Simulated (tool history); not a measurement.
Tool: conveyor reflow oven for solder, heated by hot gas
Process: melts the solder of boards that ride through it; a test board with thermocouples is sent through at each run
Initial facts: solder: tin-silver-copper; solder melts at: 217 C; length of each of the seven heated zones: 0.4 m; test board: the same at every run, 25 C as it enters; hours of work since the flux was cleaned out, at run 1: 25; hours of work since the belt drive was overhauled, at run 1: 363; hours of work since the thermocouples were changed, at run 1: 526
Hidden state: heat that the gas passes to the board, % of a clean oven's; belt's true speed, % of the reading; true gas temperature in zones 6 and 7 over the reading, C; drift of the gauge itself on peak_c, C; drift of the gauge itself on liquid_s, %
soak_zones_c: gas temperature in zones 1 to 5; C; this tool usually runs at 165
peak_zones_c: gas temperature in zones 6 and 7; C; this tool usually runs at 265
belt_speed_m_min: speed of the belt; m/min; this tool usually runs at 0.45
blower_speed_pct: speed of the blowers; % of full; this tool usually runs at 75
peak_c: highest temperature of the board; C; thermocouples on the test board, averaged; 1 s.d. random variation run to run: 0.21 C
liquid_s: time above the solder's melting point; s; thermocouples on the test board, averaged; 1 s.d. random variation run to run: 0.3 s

run	hour	soak_zones_c	peak_zones_c	belt_speed_m_min	blower_speed_pct	hours of work since the flux was cleaned out	hours of work since the belt drive was overhauled	hours of work since the thermocouples were changed	peak_c	liquid_s
1	0	165	265	0.45	75	25	363	526	246.3	69.4
2	61.1	165	265	0.45	75	52	390	553	245.8	68.9
# hour 106.5: thermocouples of zones 6 and 7 changed
3	115.5	165	265	0.45	78	74	413	4	247.8	71.8
4	186.5	172	265	0.45	78	105	443	35	249.3	76.2
5	256.4	172	265	0.45	78	135	474	65	248.8	75.9
6	314.7	172	265	0.45	78	161	499	90	248.6	75.6
7	383.3	165	265	0.45	75	191	529	120	246.6	69.2
8	427.9	165	265	0.45	75	210	548	139	246.4	68.7
9	505.4	165	265	0.45	75	243	582	173	246.2	68.8
# hour 584.9: flux residue cleaned out of gas plates and filters
10	584.9	165	272	0.45	75	0	614	205	253.5	76.9
# hour 596.5: belt drive overhauled, speed set with a stopwatch
11	649	165	272	0.45	75	26	23	231	253.4	77.7
12	686.7	165	272	0.45	75	42	39	248	253.1	77.8
13	754.1	165	275	0.528	75	72	68	277	249.3	60.8
14	793.4	165	278	0.528	75	89	85	294	251.6	62.9
# hour 844.5: belt drive overhauled, speed set with a stopwatch, once more
15	860.6	165	278	0.528	75	116	7	321	250.4	60.1
16	900.9	165	278	0.528	75	134	24	339	250.4	59.9
17	953.6	161	278	0.528	56	156	47	362	242.7	49.1
18	991.3	178	260	0.378	69	173	64	378	247.5	92.8
19	1052.2	178	274	0.378	53	199	90	404	256	100.7

Forecast each of these 3 alternatives for the next run:
A	1132	159	273	0.369	53	234	125	439	?	?
B	1132	159	276	0.442	75	234	125	439	?	?
C	1132	178	274	0.489	53	234	125	439	?	?

run	peak_c	liquid_s
A	252.1	89.2
B	253.3	74.4
C	246	64.6
Take away the tool's hidden state, keep each run's random variation, and the runs would have read:
run	peak_c	liquid_s
A	254.8	92.9
B	256.6	78.1
C	248.9	68.4
